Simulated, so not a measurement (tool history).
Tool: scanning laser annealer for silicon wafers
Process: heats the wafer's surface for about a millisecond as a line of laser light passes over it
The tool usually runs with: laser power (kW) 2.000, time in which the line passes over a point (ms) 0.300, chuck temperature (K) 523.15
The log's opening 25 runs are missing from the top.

| run | hour | laser power (kW) | time in which the line passes over a point (ms) | chuck temperature (K) | highest temperature of the surface (K) |
|---|---|---|---|---|---|
| 26 | 357.2 | 2.000 | 0.240 | 551.15 | 1234.15 |
| 27 | 375.7 | 2.000 | 0.240 | 551.15 | 1233.15 |
| 28 | 390.3 | 2.000 | 0.240 | 551.15 | 1231.15 |
| 29 | 402.5 | 1.835 | 0.271 | 486.15 | 1133.15 |
| 30 | 416.6 | 2.000 | 0.349 | 538.15 | 1365.15 |
| 31 | 434.9 | 2.000 | 0.349 | 538.15 | 1365.15 |
| 32 | 443.2 | 2.000 | 0.349 | 538.15 | 1367.15 |
| 33 | 450.7 | 2.000 | 0.349 | 538.15 | 1363.15 |
| 34 | 468.0 | 2.000 | 0.349 | 538.15 | 1362.15 |
| 35 | 479.3 | 1.770 | 0.217 | 550.15 | 1101.15 |
| 36 | 495.2 | 1.770 | 0.217 | 550.15 | 1100.15 |

Here are 3 independent what-if runs from the current tool condition. What would each one return?
| A | 511.1 | 2.000 | 0.309 | 523.15 | ? |
| B | 511.1 | 2.011 | 0.300 | 523.15 | ? |
| C | 511.1 | 1.704 | 0.356 | 501.15 | ? |

| run | highest temperature of the surface (K) |
|---|---|
| A | 1300.15 |
| B | 1286.15 |
| C | 1181.15 |
Without the tool's unlogged condition, the same runs would have read:
| run | highest temperature of the surface (K) |
|---|---|
| A | 1325.15 |
| B | 1310.15 |
| C | 1202.15 |
